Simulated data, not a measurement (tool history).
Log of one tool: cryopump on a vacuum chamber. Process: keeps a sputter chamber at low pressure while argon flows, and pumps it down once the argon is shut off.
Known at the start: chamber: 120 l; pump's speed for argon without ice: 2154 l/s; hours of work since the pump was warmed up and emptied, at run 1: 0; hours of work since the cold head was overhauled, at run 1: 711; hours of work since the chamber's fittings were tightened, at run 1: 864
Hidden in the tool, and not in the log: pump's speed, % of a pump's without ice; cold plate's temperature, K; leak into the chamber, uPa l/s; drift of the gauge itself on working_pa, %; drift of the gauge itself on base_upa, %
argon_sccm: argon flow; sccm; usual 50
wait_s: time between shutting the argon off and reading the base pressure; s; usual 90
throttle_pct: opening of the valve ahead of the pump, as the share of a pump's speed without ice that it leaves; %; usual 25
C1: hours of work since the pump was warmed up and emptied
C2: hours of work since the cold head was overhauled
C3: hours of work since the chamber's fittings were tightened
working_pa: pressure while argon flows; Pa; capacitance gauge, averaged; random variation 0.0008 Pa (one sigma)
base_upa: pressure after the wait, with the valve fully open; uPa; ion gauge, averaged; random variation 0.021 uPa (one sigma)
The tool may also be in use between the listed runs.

Run 1, hour 0.0: usual settings; C1 0; C2 711; C3 864. Result: working_pa 0.1575 Pa, base_upa 0.78 uPa.
Run 2, hour 87.5: usual settings; C1 42; C2 754; C3 906. Result: working_pa 0.1601 Pa, base_upa 0.83 uPa.
Run 3, hour 162.0: usual settings; C1 79; C2 790; C3 942. Result: working_pa 0.1604 Pa, base_upa 0.88 uPa.
Run 4, hour 220.5: usual settings; C1 107; C2 818; C3 971. Result: working_pa 0.1630 Pa, base_upa 0.92 uPa.
Run 5, hour 271.9: usual settings; C1 132; C2 843; C3 996. Result: working_pa 0.1660 Pa, base_upa 0.92 uPa.
Run 6, hour 347.3: usual settings; C1 169; C2 880; C3 1033. Result: working_pa 0.1645 Pa, base_upa 0.99 uPa.
Run 7, hour 419.7: usual settings but argon_sccm 26 sccm; C1 204; C2 915; C3 1068. Result: working_pa 0.0877 Pa, base_upa 1.05 uPa.
Run 8, hour 509.6: usual settings but argon_sccm 26 sccm; C1 248; C2 959; C3 1111. Result: working_pa 0.0899 Pa, base_upa 1.13 uPa.
Run 9, hour 591.6: usual settings but argon_sccm 26 sccm; C1 287; C2 999; C3 1151. Result: working_pa 0.0906 Pa, base_upa 1.20 uPa.
Run 10, hour 638.6: usual settings but argon_sccm 26 sccm; C1 310; C2 1021; C3 1174. Result: working_pa 0.0918 Pa, base_upa 1.23 uPa.
At hour 698.3: pump warmed up, emptied and cooled again.
Run 11, hour 722.7: usual settings but argon_sccm 26 sccm, throttle_pct 50 %; C1 12; C2 1060; C3 1212. Result: working_pa 0.0416 Pa, base_upa 0.98 uPa.
Run 12, hour 813.1: usual settings; C1 56; C2 1104; C3 1256. Result: working_pa 0.1600 Pa, base_upa 1.06 uPa.
Run 13, hour 867.4: usual settings; C1 82; C2 1130; C3 1283. Result: working_pa 0.1623 Pa, base_upa 1.02 uPa.
Run 14, hour 928.9: usual settings; C1 112; C2 1160; C3 1313. Result: working_pa 0.1627 Pa, base_upa 1.09 uPa.
Run 15, hour 977.1: usual settings but argon_sccm 21 sccm, wait_s 51 s, throttle_pct 34 %; C1 135; C2 1183; C3 1336. Result: working_pa 0.0510 Pa, base_upa 1.35 uPa.
Run 16, hour 1077.9: usual settings but argon_sccm 21 sccm, wait_s 41 s, throttle_pct 32 %; C1 184; C2 1232; C3 1385. Result: working_pa 0.0561 Pa, base_upa 1.53 uPa.
Run 17, hour 1138.7: usual settings but argon_sccm 21 sccm, wait_s 243 s, throttle_pct 28 %; C1 214; C2 1262; C3 1415. Result: working_pa 0.0628 Pa, base_upa 1.08 uPa.
Run 18, hour 1240.0: usual settings but argon_sccm 21 sccm, wait_s 243 s, throttle_pct 28 %; C1 263; C2 1311; C3 1464. Result: working_pa 0.0653 Pa, base_upa 1.18 uPa.
Run 19, hour 1290.8: usual settings but argon_sccm 66 sccm, wait_s 123 s, throttle_pct 23 %; C1 288; C2 1336; C3 1488. Result: working_pa 0.2493 Pa, base_upa 1.37 uPa.
Run 20, hour 1361.6: usual settings but wait_s 77 s, throttle_pct 26 %; C1 322; C2 1370; C3 1523. Result: working_pa 0.1712 Pa, base_upa 1.48 uPa.
At hour 1395.7: pump warmed up, emptied and cooled again.
Run 21, hour 1439.8: usual settings but wait_s 77 s, throttle_pct 26 %; C1 21; C2 1406; C3 1558. Result: working_pa 0.1517 Pa, base_upa 1.14 uPa.
Run 22, hour 1499.9: usual settings but argon_sccm 62 sccm, wait_s 77 s, throttle_pct 26 %; C1 51; C2 1435; C3 1588. Result: working_pa 0.1883 Pa, base_upa 1.17 uPa.
Run 23, hour 1583.2: usual settings but argon_sccm 23 sccm, wait_s 77 s, throttle_pct 28 %; C1 91; C2 1475; C3 1628. Result: working_pa 0.0665 Pa, base_upa 1.27 uPa.
Run 24, hour 1651.1: usual settings but argon_sccm 27 sccm, wait_s 167 s, throttle_pct 16 %; C1 124; C2 1508; C3 1661. Result: working_pa 0.1359 Pa, base_upa 1.17 uPa.
Run 25, hour 1749.5: usual settings but argon_sccm 34 sccm, wait_s 167 s, throttle_pct 26 %; C1 172; C2 1556; C3 1709. Result: working_pa 0.1086 Pa, base_upa 1.29 uPa.
Run 26, hour 1847.3: usual settings but argon_sccm 66 sccm, wait_s 46 s, throttle_pct 26 %; C1 219; C2 1604; C3 1756. Result: working_pa 0.2155 Pa, base_upa 1.69 uPa.
Run 27, hour 1929.9: usual settings but argon_sccm 40 sccm, wait_s 50 s; C1 260; C2 1644; C3 1796. Result: working_pa 0.1375 Pa, base_upa 1.74 uPa.
Run 28, hour 2000.6: usual settings but argon_sccm 40 sccm, wait_s 50 s, throttle_pct 51 %; C1 294; C2 1678; C3 1831. Result: working_pa 0.0762 Pa, base_upa 1.81 uPa.

The same runs without the tool's hidden state, with the same run-to-run variation:
run  working_pa  base_upa
  1      0.1568      0.38
  2      0.1576      0.37
  3      0.1563      0.38
  4      0.1575      0.39
  5      0.1591      0.37
  6      0.1557      0.37
  7      0.0820      0.39
  8      0.0826      0.37
  9      0.0818      0.39
 10      0.0819      0.36
 11      0.0410      0.40
 12      0.1567      0.42
 13      0.1577      0.35
 14      0.1565      0.36
 15      0.0478      0.59
 16      0.0517      0.70
 17      0.0577      0.21
 18      0.0587      0.22
 19      0.2260      0.31
 20      0.1507      0.38
 21      0.1504      0.41
 22      0.1851      0.40
 23      0.0644      0.42
 24      0.1325      0.26
 25      0.1024      0.27
 26      0.1996      0.61
 27      0.1257      0.56
 28      0.0621      0.58
